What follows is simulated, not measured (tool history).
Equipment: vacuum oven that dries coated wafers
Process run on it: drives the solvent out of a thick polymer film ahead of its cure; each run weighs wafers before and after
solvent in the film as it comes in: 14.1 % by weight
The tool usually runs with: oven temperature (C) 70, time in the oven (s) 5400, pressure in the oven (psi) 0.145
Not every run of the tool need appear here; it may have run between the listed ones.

run    hour  oven temperature (C)  time in the oven (s)  pressure in the oven (psi)  solvent left in the film (%)
  1     0.0                    70                  5400                       0.145                          1.26
  2    86.1                    70                  5400                       0.145                          1.36
  3   144.1                    70                  5400                       0.145                          1.40
  4   235.2                    70                  5400                       0.145                          1.38
  5   284.8                    70                  5400                       0.145                          1.26
  6   365.1                    70                  5400                       0.145                          1.34
  7   403.8                    70                  5400                       0.145                          1.30
  8   443.6                    70                  5400                       0.145                          1.41
  9   496.6                    70                  5400                       0.145                          1.39
 10   572.1                    70                  4020                       0.145                          2.23
 11   656.2                    70                  4020                       0.145                          2.25
 12   725.9                    70                  5400                       0.083                          1.32
 13   791.6                    70                  5400                       0.083                          1.20
 14   844.5                    70                  5400                       0.145                          1.34
 15   893.1                    70                  5400                       0.145                          1.44
 16   954.7                    70                  5400                       0.145                          1.47
 17  1041.9                    70                  5400                       0.145                          1.48
 18  1105.6                    75                  3300                       0.379                          2.50
 19  1160.9                    75                  3300                       0.379                          2.63
 20  1205.0                    75                  3300                       0.379                          2.70
 21  1269.7                    75                  3300                       0.379                          2.64
 22  1336.9                    75                  3300                       0.379                          2.57
 23  1384.2                    75                  4260                       0.117                          1.35
 24  1432.5                    70                  5880                       0.421                          2.04
 25  1501.4                    71                  3240                       0.265                          3.29
 26  1548.3                    67                  7200                       0.335                          1.78
 27  1598.3                    74                  3540                       0.473                          2.84
 28  1683.9                    74                  3540                       0.473                          2.86
 29  1736.2                    60                  4860                       0.075                          3.08
 30  1815.0                    62                  5400                       0.145                          2.37
 31  1888.6                    82                  5400                       0.139                          0.42
 32  1967.0                    66                  5400                       0.448                          2.63
 33  2056.8                    66                  5400                       0.448                          2.73

Removed from this log: 1 entry logged between the listed runs. Between which two listed runs does each belong, and how does the tool's hidden state at the listed run before it compare with that at the listed run after it?
In the gap between runs 28 and 29: oven's thermocouples calibrated (hour 1736.2)
  true wafer temperature over the reading, C: -2.46 -> -0.18; true pressure over the reading, kPa: 0.189 -> 0.193
  the result without the hidden state subtracted from the measured one, solvent left in the film (%): +0.47 -> +0.12
